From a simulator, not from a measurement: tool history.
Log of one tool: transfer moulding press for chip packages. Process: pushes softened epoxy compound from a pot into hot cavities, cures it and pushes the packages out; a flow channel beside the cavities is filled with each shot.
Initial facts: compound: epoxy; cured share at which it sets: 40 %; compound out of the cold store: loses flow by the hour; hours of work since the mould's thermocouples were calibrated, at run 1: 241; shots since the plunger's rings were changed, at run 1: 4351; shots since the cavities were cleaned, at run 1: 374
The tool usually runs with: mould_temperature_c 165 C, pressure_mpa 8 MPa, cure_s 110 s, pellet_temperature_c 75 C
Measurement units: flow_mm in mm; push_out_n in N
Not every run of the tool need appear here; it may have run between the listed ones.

| run | hour | mould_temperature_c | pressure_mpa | cure_s | pellet_temperature_c | hours of work since the mould's thermocouples were calibrated | shots since the plunger's rings were changed | shots since the cavities were cleaned | incoming compound's hours out of the cold store | flow_mm | push_out_n |
|---|---|---|---|---|---|---|---|---|---|---|---|
| 1 | 0 | 165 | 8 | 110 | 75 | 241 | 4351 | 374 | 10.2 | 960 | 492 |
|  | 25.5 | cavities cleaned with cleaning compound and waxed |
| 2 | 25.5 | 165 | 8 | 110 | 75 | 258 | 4640 | 0 | 47.6 | 790 | 481 |
| 3 | 52.3 | 165 | 8 | 110 | 75 | 279 | 4963 | 323 | 23.1 | 887 | 479 |
|  | 74.7 | plunger's sealing rings changed |
| 4 | 77 | 165 | 8 | 110 | 75 | 295 | 28 | 591 | 46.9 | 787 | 487 |
|  | 84.3 | cavities cleaned with cleaning compound and waxed |
| 5 | 111.4 | 165 | 8 | 110 | 75 | 320 | 424 | 326 | 42.3 | 807 | 481 |
|  | 141.6 | cavities cleaned with cleaning compound and waxed |
| 6 | 156.5 | 165 | 8 | 110 | 75 | 352 | 950 | 180 | 13.3 | 945 | 491 |
| 7 | 192.9 | 165 | 8.59 | 110 | 75 | 380 | 1389 | 619 | 44.2 | 836 | 469 |
|  | 198.4 | cavities cleaned with cleaning compound and waxed |
| 8 | 230.4 | 165 | 8.59 | 110 | 75 | 407 | 1822 | 385 | 42.2 | 830 | 472 |
|  | 254.7 | cavities cleaned with cleaning compound and waxed |
| 9 | 274 | 165 | 8.59 | 110 | 75 | 438 | 2330 | 233 | 29.6 | 890 | 478 |
|  | 309.7 | cavities cleaned with cleaning compound and waxed |
| 10 | 321.3 | 157 | 8 | 110 | 75 | 472 | 2882 | 140 | 40.9 | 835 | 663 |
| 11 | 357.7 | 165 | 8 | 110 | 75 | 500 | 3321 | 579 | 47.7 | 793 | 487 |
|  | 364.8 | cavities cleaned with cleaning compound and waxed |
| 12 | 393.2 | 165 | 8 | 110 | 75 | 525 | 3731 | 342 | 27.5 | 865 | 489 |
|  | 420.5 | cavities cleaned with cleaning compound and waxed |
| 13 | 432.4 | 165 | 8 | 139 | 75 | 553 | 4185 | 143 | 38.9 | 825 | 443 |
| 14 | 452.5 | 165 | 8 | 110 | 75 | 569 | 4428 | 386 | 10.8 | 960 | 486 |
|  | 477.2 | cavities cleaned with cleaning compound and waxed |
| 15 | 497.3 | 165 | 8 | 110 | 75 | 601 | 4950 | 243 | 15.5 | 937 | 475 |
|  | 521.5 | plunger's sealing rings changed |
|  | 535.3 | cavities cleaned with cleaning compound and waxed |
| 16 | 545.2 | 165 | 8 | 110 | 75 | 634 | 268 | 120 | 18.6 | 916 | 488 |
| 17 | 569.9 | 160 | 7.51 | 97 | 73 | 652 | 565 | 417 | 10.8 | 941 | 801 |
|  | 590.4 | cavities cleaned with cleaning compound and waxed |
|  | 605.5 | mould's thermocouples calibrated |
| 18 | 605.5 | 165 | 8 | 91 | 76 | 0 | 952 | 157 | 42.4 | 808 | 589 |
|  | 647.1 | cavities cleaned with cleaning compound and waxed |
| 19 | 647.1 | 160 | 8 | 91 | 70 | 30 | 1436 | 0 | 18.2 | 926 | 871 |
| 20 | 694.2 | 165 | 8 | 129 | 75 | 65 | 2004 | 568 | 29.3 | 856 | 462 |
|  | 702.8 | cavities cleaned with cleaning compound and waxed |
| 21 | 732.4 | 169 | 8 | 129 | 77 | 93 | 2446 | 357 | 36.7 | 808 | 444 |
|  | 758.2 | cavities cleaned with cleaning compound and waxed |
| 22 | 759.7 | 169 | 9.9 | 129 | 77 | 112 | 2757 | 18 | 34.3 | 920 | 435 |
| 23 | 780.3 | 157 | 6.93 | 148 | 75 | 128 | 3005 | 266 | 31.6 | 825 | 469 |
|  | 813.2 | cavities cleaned with cleaning compound and waxed |
| 24 | 821.7 | 159 | 8 | 110 | 74 | 157 | 3486 | 102 | 47.6 | 819 | 589 |
| 25 | 845.6 | 165 | 8.2 | 110 | 79 | 175 | 3775 | 391 | 47.8 | 797 | 485 |
|  | 870.7 | cavities cleaned with cleaning compound and waxed |
| 26 | 876.3 | 160 | 8 | 110 | 75 | 197 | 4127 | 68 | 10.4 | 989 | 619 |
| 27 | 896.5 | 160 | 8 | 110 | 75 | 212 | 4370 | 311 | 10 | 973 | 639 |
|  | 927 | cavities cleaned with cleaning compound and waxed |
| 28 | 935.1 | 164 | 8 | 110 | 74 | 240 | 4817 | 98 | 29.6 | 873 | 507 |

Describe how what the log doesn't record of the tool's condition differs between the last listed run preceding each entry between runs and the first listed run following it.
In the gap between runs 1 and 2: cavities cleaned with cleaning compound and waxed (hour 25.5)
  pressure that reaches the compound, % of what is set: 99.67 -> 99.65; grip of the stained cavities, % over clean ones': 1 -> 0.1
In the gap between runs 3 and 4: plunger's sealing rings changed (hour 74.7)
  pressure that reaches the compound, % of what is set: 99.62 -> 99.99; grip of the stained cavities, % over clean ones': 1 -> 1.5
In the gap between runs 4 and 5: cavities cleaned with cleaning compound and waxed (hour 84.3)
  pressure that reaches the compound, % of what is set: 99.99 -> 99.96; grip of the stained cavities, % over clean ones': 1.5 -> 1.1
In the gap between runs 5 and 6: cavities cleaned with cleaning compound and waxed (hour 141.6)
  pressure that reaches the compound, % of what is set: 99.96 -> 99.92; grip of the stained cavities, % over clean ones': 1.1 -> 0.6
In the gap between runs 7 and 8: cavities cleaned with cleaning compound and waxed (hour 198.4)
  pressure that reaches the compound, % of what is set: 99.89 -> 99.86; grip of the stained cavities, % over clean ones': 1.6 -> 1.1
In the gap between runs 8 and 9: cavities cleaned with cleaning compound and waxed (hour 254.7)
  pressure that reaches the compound, % of what is set: 99.86 -> 99.82; grip of the stained cavities, % over clean ones': 1.1 -> 0.7
In the gap between runs 9 and 10: cavities cleaned with cleaning compound and waxed (hour 309.7)
  pressure that reaches the compound, % of what is set: 99.82 -> 99.78; grip of the stained cavities, % over clean ones': 0.7 -> 0.5
In the gap between runs 11 and 12: cavities cleaned with cleaning compound and waxed (hour 364.8)
  pressure that reaches the compound, % of what is set: 99.75 -> 99.72; grip of the stained cavities, % over clean ones': 1.5 -> 0.9
In the gap between runs 12 and 13: cavities cleaned with cleaning compound and waxed (hour 420.5)
  pressure that reaches the compound, % of what is set: 99.72 -> 99.69; grip of the stained cavities, % over clean ones': 0.9 -> 0.5
In the gap between runs 14 and 15: cavities cleaned with cleaning compound and waxed (hour 477.2)
  pressure that reaches the compound, % of what is set: 99.67 -> 99.64; grip of the stained cavities, % over clean ones': 1.1 -> 0.7
In the gap between runs 15 and 16: plunger's sealing rings changed (hour 521.5); cavities cleaned with cleaning compound and waxed (hour 535.3)
  true mould temperature over the reading, C: 0 -> 0.01; pressure that reaches the compound, % of what is set: 99.64 -> 99.98; grip of the stained cavities, % over clean ones': 0.7 -> 0.4
In the gap between runs 17 and 18: cavities cleaned with cleaning compound and waxed (hour 590.4); mould's thermocouples calibrated (hour 605.5)
  true mould temperature over the reading, C: 0.01 -> -0.01; pressure that reaches the compound, % of what is set: 99.96 -> 99.93; grip of the stained cavities, % over clean ones': 1.2 -> 0.5
In the gap between runs 18 and 19: cavities cleaned with cleaning compound and waxed (hour 647.1)
  true mould temperature over the reading, C: -0.01 -> 0; pressure that reaches the compound, % of what is set: 99.93 -> 99.9; grip of the stained cavities, % over clean ones': 0.5 -> 0.1
In the gap between runs 20 and 21: cavities cleaned with cleaning compound and waxed (hour 702.8)
  pressure that reaches the compound, % of what is set: 99.86 -> 99.83; grip of the stained cavities, % over clean ones': 1.5 -> 1
In the gap between runs 21 and 22: cavities cleaned with cleaning compound and waxed (hour 758.2)
  pressure that reaches the compound, % of what is set: 99.83 -> 99.8; grip of the stained cavities, % over clean ones': 1 -> 0.1
In the gap between runs 23 and 24: cavities cleaned with cleaning compound and waxed (hour 813.2)
  pressure that reaches the compound, % of what is set: 99.78 -> 99.75; grip of the stained cavities, % over clean ones': 0.8 -> 0.4
In the gap between runs 25 and 26: cavities cleaned with cleaning compound and waxed (hour 870.7)
  pressure that reaches the compound, % of what is set: 99.73 -> 99.71; grip of the stained cavities, % over clean ones': 1.1 -> 0.3
In the gap between runs 27 and 28: cavities cleaned with cleaning compound and waxed (hour 927)
  pressure that reaches the compound, % of what is set: 99.69 -> 99.66; grip of the stained cavities, % over clean ones': 1 -> 0.4
